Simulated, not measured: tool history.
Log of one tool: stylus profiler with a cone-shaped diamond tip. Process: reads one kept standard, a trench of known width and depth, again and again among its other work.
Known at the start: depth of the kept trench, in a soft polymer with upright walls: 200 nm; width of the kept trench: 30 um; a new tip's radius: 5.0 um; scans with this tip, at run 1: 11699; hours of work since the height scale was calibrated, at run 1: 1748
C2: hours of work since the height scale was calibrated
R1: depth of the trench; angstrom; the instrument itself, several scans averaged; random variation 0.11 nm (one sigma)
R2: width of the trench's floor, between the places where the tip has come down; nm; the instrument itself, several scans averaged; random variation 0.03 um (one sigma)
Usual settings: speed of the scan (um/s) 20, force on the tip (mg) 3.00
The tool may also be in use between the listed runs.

Run 1, hour 0.0: usual settings; scans with this tip 11699; C2 1748. Result: R1 2005.5 angstrom, R2 26340 nm.
Run 2, hour 96.6: usual settings; scans with this tip 11989; C2 1792. Result: R1 2004.0 angstrom, R2 26340 nm.
Run 3, hour 161.8: usual settings but speed of the scan (um/s) 42; scans with this tip 12186; C2 1821. Result: R1 2003.7 angstrom, R2 26230 nm.
Run 4, hour 217.5: usual settings but speed of the scan (um/s) 42; scans with this tip 12353; C2 1846. Result: R1 2003.6 angstrom, R2 26190 nm.
Run 5, hour 276.8: usual settings but force on the tip (mg) 1.55; scans with this tip 12532; C2 1873. Result: R1 1997.7 angstrom, R2 26300 nm.
Run 6, hour 369.5: usual settings but force on the tip (mg) 1.65; scans with this tip 12810; C2 1914. Result: R1 1997.9 angstrom, R2 26210 nm.
Run 7, hour 425.5: usual settings but speed of the scan (um/s) 31; scans with this tip 12979; C2 1939. Result: R1 2005.2 angstrom, R2 26210 nm.
Run 8, hour 523.6: usual settings; scans with this tip 13274; C2 1984. Result: R1 2003.6 angstrom, R2 26220 nm.
Run 9, hour 564.3: usual settings; scans with this tip 13397; C2 2002. Result: R1 2002.8 angstrom, R2 26280 nm.
Run 10, hour 640.4: usual settings; scans with this tip 13626; C2 2036. Result: R1 2001.0 angstrom, R2 26320 nm.
Run 11, hour 713.6: usual settings; scans with this tip 13846; C2 2069. Result: R1 2001.7 angstrom, R2 26260 nm.
Run 12, hour 767.4: usual settings; scans with this tip 14008; C2 2093. Result: R1 2002.8 angstrom, R2 26300 nm.
Run 13, hour 826.2: usual settings but speed of the scan (um/s) 75, force on the tip (mg) 4.38; scans with this tip 14185; C2 2120. Result: R1 2007.4 angstrom, R2 26030 nm.
Run 14, hour 925.1: usual settings but speed of the scan (um/s) 34, force on the tip (mg) 1.80; scans with this tip 14482; C2 2164. Result: R1 1994.9 angstrom, R2 26130 nm.
Run 15, hour 987.2: usual settings but speed of the scan (um/s) 34, force on the tip (mg) 1.80; scans with this tip 14669; C2 2192. Result: R1 1995.3 angstrom, R2 26070 nm.
Run 16, hour 1033.6: usual settings but speed of the scan (um/s) 77, force on the tip (mg) 1.20; scans with this tip 14809; C2 2213. Result: R1 1993.0 angstrom, R2 25660 nm.
Run 17, hour 1078.8: usual settings but speed of the scan (um/s) 28, force on the tip (mg) 7.76; scans with this tip 14945; C2 2233. Result: R1 2019.7 angstrom, R2 26140 nm.
Run 18, hour 1152.4: usual settings but speed of the scan (um/s) 28, force on the tip (mg) 7.76; scans with this tip 15166; C2 2266. Result: R1 2018.9 angstrom, R2 26210 nm.
At hour 1216.2: height scale calibrated on a step standard.
Run 19, hour 1228.7: usual settings but speed of the scan (um/s) 28, force on the tip (mg) 7.76; scans with this tip 15394; C2 6. Result: R1 2037.6 angstrom, R2 26190 nm.
Run 20, hour 1329.1: usual settings but speed of the scan (um/s) 28, force on the tip (mg) 7.76; scans with this tip 15697; C2 51. Result: R1 2036.8 angstrom, R2 26160 nm.
Run 21, hour 1405.5: usual settings but speed of the scan (um/s) 28, force on the tip (mg) 7.76; scans with this tip 15926; C2 85. Result: R1 2037.0 angstrom, R2 26180 nm.
Run 22, hour 1488.9: usual settings but speed of the scan (um/s) 42; scans with this tip 16177; C2 123. Result: R1 2018.7 angstrom, R2 26010 nm.
Run 23, hour 1550.8: usual settings but speed of the scan (um/s) 42; scans with this tip 16364; C2 150. Result: R1 2019.0 angstrom, R2 26000 nm.

Forecast each of these 4 alternatives for the next run:
Run A, hour 1631.0: usual settings but force on the tip (mg) 1.90; scans with this tip 16605; C2 187. Result: R1 ?, R2 ?.
Run B, hour 1631.0: usual settings but speed of the scan (um/s) 54, force on the tip (mg) 1.92; scans with this tip 16605; C2 187. Result: R1 ?, R2 ?.
Run C, hour 1631.0: usual settings but speed of the scan (um/s) 78, force on the tip (mg) 2.39; scans with this tip 16605; C2 187. Result: R1 ?, R2 ?.
Run D, hour 1631.0: usual settings but speed of the scan (um/s) 66, force on the tip (mg) 1.08; scans with this tip 16605; C2 187. Result: R1 ?, R2 ?.

run      R1     R2
  A  2011.7  26060
  B  2010.2  25820
  C  2016.2  25730
  D  2007.7  25630
Without the tool's hidden state the same runs would have given:
run      R1     R2
  A  2012.5  27040
  B  2011.0  26800
  C  2017.0  26710
  D  2008.5  26610
